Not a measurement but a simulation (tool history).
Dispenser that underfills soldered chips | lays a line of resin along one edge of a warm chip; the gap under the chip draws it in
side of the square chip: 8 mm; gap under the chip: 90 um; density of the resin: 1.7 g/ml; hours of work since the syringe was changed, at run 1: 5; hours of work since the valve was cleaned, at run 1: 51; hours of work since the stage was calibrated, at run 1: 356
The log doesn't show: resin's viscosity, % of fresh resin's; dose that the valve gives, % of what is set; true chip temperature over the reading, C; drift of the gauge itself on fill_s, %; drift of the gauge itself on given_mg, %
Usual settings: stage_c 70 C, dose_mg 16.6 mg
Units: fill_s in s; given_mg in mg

run,hour,stage_c,dose_mg,hours of work since the syringe was changed,hours of work since the valve was cleaned,hours of work since the stage was calibrated,fill_s,given_mg
1,0,70,16.6,5,51,356,17.8,15.61
# hour 2.4: new syringe of resin
2,9.4,70,16.6,4,57,362,17.3,15.58
# hour 12.6: new syringe of resin
3,19.5,70,16.6,4,63,368,17,15.52
# hour 22.4: new syringe of resin
# hour 31.9: new syringe of resin
4,33.2,70,16.6,1,71,376,14,15.49
# hour 39.8: dispensing valve cleaned and set on the balance
# hour 42.3: new syringe of resin
5,42.8,70,14.9,0,2,381,13.5,14.84
# hour 52.6: new syringe of resin
6,53.8,70,16.6,1,8,388,13.4,16.42
# hour 61.8: new syringe of resin
7,68,70,16.6,4,17,396,16.4,16.23
# hour 71.8: new syringe of resin
8,76.2,70,16.6,3,22,401,15.4,16.29
# hour 81.9: new syringe of resin
9,90.4,70,15.5,5,30,409,18,15.08
# hour 92: new syringe of resin
# hour 101.8: new syringe of resin
10,103.5,70,15.5,1,38,417,13.2,14.87
# hour 111.5: new syringe of resin
11,117.5,70,15.5,4,46,425,16.1,14.67
# hour 121.4: new syringe of resin
12,126.9,70,15.5,3,52,431,16.3,14.7
# hour 131.1: new syringe of resin
13,139.1,70,16,5,59,438,17.6,15.18
# hour 141.4: new syringe of resin
14,148.5,70,16,4,65,444,16.5,14.89
# hour 150.8: new syringe of resin
# hour 160.5: new syringe of resin
15,163.1,70,16,2,73,453,14.3,15.01
# hour 165.7: dispensing valve cleaned and set on the balance
# hour 171.1: new syringe of resin
16,171.1,70,16,0,3,457,12.7,16.08
# hour 180.4: new syringe of resin
17,184.5,70,16.6,3,11,465,15.5,16.46
# hour 189.8: new syringe of resin
18,198.3,78,17.1,5,19,473,14.4,16.93
# hour 199.9: new syringe of resin
# hour 209.4: new syringe of resin
19,212.4,77,15,2,28,481,11.8,14.57
# hour 218.8: new syringe of resin
20,223.1,77,15,3,34,488,12.1,14.59
# hour 228.8: new syringe of resin
21,236.6,77,15,5,42,496,13.1,14.48
# hour 238.2: new syringe of resin
22,246.3,66,18.2,5,48,501,19.2,17.51
# hour 247.7: new syringe of resin
# hour 258: new syringe of resin
23,261.3,66,18.2,2,57,510,15.6,17.4
# hour 267.7: new syringe of resin
24,274,66,18.2,4,64,518,18.6,17.35
# hour 277.9: new syringe of resin
25,283.3,64,18.4,3,70,523,19,17.26
# hour 287.8: new syringe of resin
# hour 292.4: dispensing valve cleaned and set on the balance
26,297.6,70,14.7,5,3,531,19.5,14.62
# hour 299: new syringe of resin
27,307.6,83,16.4,5,9,537,12.1,16.36
# hour 309: new syringe of resin
28,315.6,83,16.4,4,14,542,10.7,16.21
# hour 318.8: new syringe of resin
29,323.3,74,15.1,3,18,546,13.1,14.83
# hour 328.3: new syringe of resin
30,331.2,74,16.5,2,23,551,12.5,16.16
# hour 338.2: new syringe of resin
31,341.5,73,17.6,2,29,557,12.4,17.11
# hour 347.4: new syringe of resin
32,355.4,73,17.6,5,37,566,16,16.92
# hour 356.9: new syringe of resin
# hour 366.2: new syringe of resin
33,367.8,80,17.2,1,45,573,10,16.47
34,374.8,69,17.2,5,49,577,17.5,16.31

Hidden state at the last listed run before each entry between runs and at the first one after, where it differs:
Between runs 1 and 2: new syringe of resin (hour 2.4)
  resin's viscosity, % of fresh resin's: 137.2 -> 131.6; dose that the valve gives, % of what is set: 94.95 -> 94.41; true chip temperature over the reading, C: 2.16 -> 2.19
  measured less the result without the state, fill_s: +4 -> +3.2 s; given_mg: -0.83 -> -0.93 mg
Between runs 2 and 3: new syringe of resin (hour 12.6)
  resin's viscosity, % of fresh resin's: 131.6 -> 132.9; dose that the valve gives, % of what is set: 94.41 -> 93.82; true chip temperature over the reading, C: 2.19 -> 2.24
  measured less the result without the state, fill_s: +3.2 -> +3.4 s; given_mg: -0.93 -> -1.03 mg
Between runs 3 and 4: new syringe of resin (hour 22.4); new syringe of resin (hour 31.9)
  resin's viscosity, % of fresh resin's: 132.9 -> 105.9; dose that the valve gives, % of what is set: 93.82 -> 93.01; true chip temperature over the reading, C: 2.24 -> 2.29
  measured less the result without the state, fill_s: +3.4 -> -0.1 s; given_mg: -1.03 -> -1.16 mg
Between runs 4 and 5: dispensing valve cleaned and set on the balance (hour 39.8); new syringe of resin (hour 42.3)
  resin's viscosity, % of fresh resin's: 105.9 -> 102.7; dose that the valve gives, % of what is set: 93.01 -> 99.81; true chip temperature over the reading, C: 2.29 -> 2.32
  measured less the result without the state, fill_s: -0.1 -> -0.7 s; given_mg: -1.16 -> -0.03 mg
Between runs 5 and 6: new syringe of resin (hour 52.6)
  resin's viscosity, % of fresh resin's: 102.7 -> 105.4; dose that the valve gives, % of what is set: 99.81 -> 99.12; true chip temperature over the reading, C: 2.32 -> 2.37
  measured less the result without the state, fill_s: -0.7 -> -0.3 s; given_mg: -0.03 -> -0.15 mg
Between runs 6 and 7: new syringe of resin (hour 61.8)
  resin's viscosity, % of fresh resin's: 105.4 -> 128.1; dose that the valve gives, % of what is set: 99.12 -> 98.3; true chip temperature over the reading, C: 2.37 -> 2.43
  measured less the result without the state, fill_s: -0.3 -> +2.6 s; given_mg: -0.15 -> -0.28 mg
Between runs 7 and 8: new syringe of resin (hour 71.8)
  resin's viscosity, % of fresh resin's: 128.1 -> 118.5; dose that the valve gives, % of what is set: 98.3 -> 97.84; true chip temperature over the reading, C: 2.43 -> 2.46
  measured less the result without the state, fill_s: +2.6 -> +1.3 s; given_mg: -0.28 -> -0.36 mg
Between runs 8 and 9: new syringe of resin (hour 81.9)
  resin's viscosity, % of fresh resin's: 118.5 -> 141.5; dose that the valve gives, % of what is set: 97.84 -> 97.01; true chip temperature over the reading, C: 2.46 -> 2.52
  measured less the result without the state, fill_s: +1.3 -> +4.4 s; given_mg: -0.36 -> -0.46 mg
Between runs 9 and 10: new syringe of resin (hour 92); new syringe of resin (hour 101.8)
  resin's viscosity, % of fresh resin's: 141.5 -> 105.4; dose that the valve gives, % of what is set: 97.01 -> 96.2; true chip temperature over the reading, C: 2.52 -> 2.58
  measured less the result without the state, fill_s: +4.4 -> -0.4 s; given_mg: -0.46 -> -0.59 mg
Between runs 10 and 11: new syringe of resin (hour 111.5)
  resin's viscosity, % of fresh resin's: 105.4 -> 128.3; dose that the valve gives, % of what is set: 96.2 -> 95.42; true chip temperature over the reading, C: 2.58 -> 2.63
  measured less the result without the state, fill_s: -0.4 -> +2.5 s; given_mg: -0.59 -> -0.71 mg
Between runs 11 and 12: new syringe of resin (hour 121.4)
  resin's viscosity, % of fresh resin's: 128.3 -> 125.4; dose that the valve gives, % of what is set: 95.42 -> 94.92; true chip temperature over the reading, C: 2.63 -> 2.67
  measured less the result without the state, fill_s: +2.5 -> +2.3 s; given_mg: -0.71 -> -0.79 mg
Between runs 12 and 13: new syringe of resin (hour 131.1)
  resin's viscosity, % of fresh resin's: 125.4 -> 138.5; dose that the valve gives, % of what is set: 94.92 -> 94.23; true chip temperature over the reading, C: 2.67 -> 2.72
  measured less the result without the state, fill_s: +2.3 -> +3.8 s; given_mg: -0.79 -> -0.93 mg
Between runs 13 and 14: new syringe of resin (hour 141.4)
  resin's viscosity, % of fresh resin's: 138.5 -> 132.2; dose that the valve gives, % of what is set: 94.23 -> 93.66; true chip temperature over the reading, C: 2.72 -> 2.76
  measured less the result without the state, fill_s: +3.8 -> +3.1 s; given_mg: -0.93 -> -1.01 mg
Between runs 14 and 15: new syringe of resin (hour 150.8); new syringe of resin (hour 160.5)
  resin's viscosity, % of fresh resin's: 132.2 -> 110.2; dose that the valve gives, % of what is set: 93.66 -> 92.92; true chip temperature over the reading, C: 2.76 -> 2.81
  measured less the result without the state, fill_s: +3.1 -> +0.3 s; given_mg: -1.01 -> -1.14 mg
Between runs 15 and 16: dispensing valve cleaned and set on the balance (hour 165.7); new syringe of resin (hour 171.1)
  resin's viscosity, % of fresh resin's: 110.2 -> 99.5; dose that the valve gives, % of what is set: 92.92 -> 100.26; true chip temperature over the reading, C: 2.81 -> 2.84
  measured less the result without the state, fill_s: +0.3 -> -1.2 s; given_mg: -1.14 -> +0.04 mg
Between runs 16 and 17: new syringe of resin (hour 180.4)
  resin's viscosity, % of fresh resin's: 99.5 -> 118.1; dose that the valve gives, % of what is set: 100.26 -> 99.48; true chip temperature over the reading, C: 2.84 -> 2.9
  measured less the result without the state, fill_s: -1.2 -> +1.1 s; given_mg: +0.04 -> -0.08 mg
Between runs 17 and 18: new syringe of resin (hour 189.8)
  resin's viscosity, % of fresh resin's: 118.1 -> 140.8; dose that the valve gives, % of what is set: 99.48 -> 98.61; true chip temperature over the reading, C: 2.9 -> 2.96
  measured less the result without the state, fill_s: +1.1 -> +3.1 s; given_mg: -0.08 -> -0.24 mg
Between runs 18 and 19: new syringe of resin (hour 199.9); new syringe of resin (hour 209.4)
  resin's viscosity, % of fresh resin's: 140.8 -> 114; dose that the valve gives, % of what is set: 98.61 -> 97.83; true chip temperature over the reading, C: 2.96 -> 3.02
  measured less the result without the state, fill_s: +3.1 -> +0.4 s; given_mg: -0.24 -> -0.33 mg
Between runs 19 and 20: new syringe of resin (hour 218.8)
  resin's viscosity, % of fresh resin's: 114 -> 119.8; dose that the valve gives, % of what is set: 97.83 -> 97.24; true chip temperature over the reading, C: 3.02 -> 3.06
  measured less the result without the state, fill_s: +0.4 -> +1.1 s; given_mg: -0.33 -> -0.42 mg
Between runs 20 and 21: new syringe of resin (hour 228.8)
  resin's viscosity, % of fresh resin's: 119.8 -> 135.8; dose that the valve gives, % of what is set: 97.24 -> 96.48; true chip temperature over the reading, C: 3.06 -> 3.11
  measured less the result without the state, fill_s: +1.1 -> +2.6 s; given_mg: -0.42 -> -0.53 mg
Between runs 21 and 22: new syringe of resin (hour 238.2)
  resin's viscosity, % of fresh resin's: 135.8 -> 137; dose that the valve gives, % of what is set: 96.48 -> 95.93; true chip temperature over the reading, C: 3.11 -> 3.15
  measured less the result without the state, fill_s: +2.6 -> +3.7 s; given_mg: -0.53 -> -0.74 mg
Between runs 22 and 23: new syringe of resin (hour 247.7); new syringe of resin (hour 258)
  resin's viscosity, % of fresh resin's: 137 -> 113.1; dose that the valve gives, % of what is set: 95.93 -> 95.02; true chip temperature over the reading, C: 3.15 -> 3.21
  measured less the result without the state, fill_s: +3.7 -> +0.4 s; given_mg: -0.74 -> -0.91 mg
Between runs 23 and 24: new syringe of resin (hour 267.7)
  resin's viscosity, % of fresh resin's: 113.1 -> 130.3; dose that the valve gives, % of what is set: 95.02 -> 94.23; true chip temperature over the reading, C: 3.21 -> 3.26
  measured less the result without the state, fill_s: +0.4 -> +2.7 s; given_mg: -0.91 -> -1.06 mg
Between runs 24 and 25: new syringe of resin (hour 277.9)
  resin's viscosity, % of fresh resin's: 130.3 -> 123; dose that the valve gives, % of what is set: 94.23 -> 93.71; true chip temperature over the reading, C: 3.26 -> 3.3
  measured less the result without the state, fill_s: +2.7 -> +1.8 s; given_mg: -1.06 -> -1.16 mg
Between runs 25 and 26: new syringe of resin (hour 287.8); dispensing valve cleaned and set on the balance (hour 292.4)
  resin's viscosity, % of fresh resin's: 123 -> 142.7; dose that the valve gives, % of what is set: 93.71 -> 99.74; true chip temperature over the reading, C: 3.3 -> 3.35
  measured less the result without the state, fill_s: +1.8 -> +4.1 s; given_mg: -1.16 -> -0.04 mg
Between runs 26 and 27: new syringe of resin (hour 299)
  resin's viscosity, % of fresh resin's: 142.7 -> 143.1; dose that the valve gives, % of what is set: 99.74 -> 99.21; true chip temperature over the reading, C: 3.35 -> 3.39
  measured less the result without the state, fill_s: +4.1 -> +2.8 s; given_mg: -0.04 -> -0.13 mg
Between runs 27 and 28: new syringe of resin (hour 309)
  resin's viscosity, % of fresh resin's: 143.1 -> 131.5; dose that the valve gives, % of what is set: 99.21 -> 98.7; true chip temperature over the reading, C: 3.39 -> 3.43
  measured less the result without the state, fill_s: +2.8 -> +1.7 s; given_mg: -0.13 -> -0.21 mg
Between runs 28 and 29: new syringe of resin (hour 318.8)
  resin's viscosity, % of fresh resin's: 131.5 -> 119.5; dose that the valve gives, % of what is set: 98.7 -> 98.32; true chip temperature over the reading, C: 3.43 -> 3.46
  measured less the result without the state, fill_s: +1.7 -> +1 s; given_mg: -0.21 -> -0.25 mg
Between runs 29 and 30: new syringe of resin (hour 328.3)
  resin's viscosity, % of fresh resin's: 119.5 -> 112.6; dose that the valve gives, % of what is set: 98.32 -> 97.92; true chip temperature over the reading, C: 3.46 -> 3.49
  measured less the result without the state, fill_s: +1 -> +0.2 s; given_mg: -0.25 -> -0.34 mg
Between runs 30 and 31: new syringe of resin (hour 338.2)
  resin's viscosity, % of fresh resin's: 112.6 -> 114.3; dose that the valve gives, % of what is set: 97.92 -> 97.34; true chip temperature over the reading, C: 3.49 -> 3.54
  measured less the result without the state, fill_s: +0.2 -> +0.3 s; given_mg: -0.34 -> -0.47 mg
Between runs 31 and 32: new syringe of resin (hour 347.4)
  resin's viscosity, % of fresh resin's: 114.3 -> 138.5; dose that the valve gives, % of what is set: 97.34 -> 96.6; true chip temperature over the reading, C: 3.54 -> 3.59
  measured less the result without the state, fill_s: +0.3 -> +3 s; given_mg: -0.47 -> -0.6 mg
Between runs 32 and 33: new syringe of resin (hour 356.9); new syringe of resin (hour 366.2)
  resin's viscosity, % of fresh resin's: 138.5 -> 107.1; dose that the valve gives, % of what is set: 96.6 -> 95.84; true chip temperature over the reading, C: 3.59 -> 3.65
  measured less the result without the state, fill_s: +3 -> -0.3 s; given_mg: -0.6 -> -0.71 mg
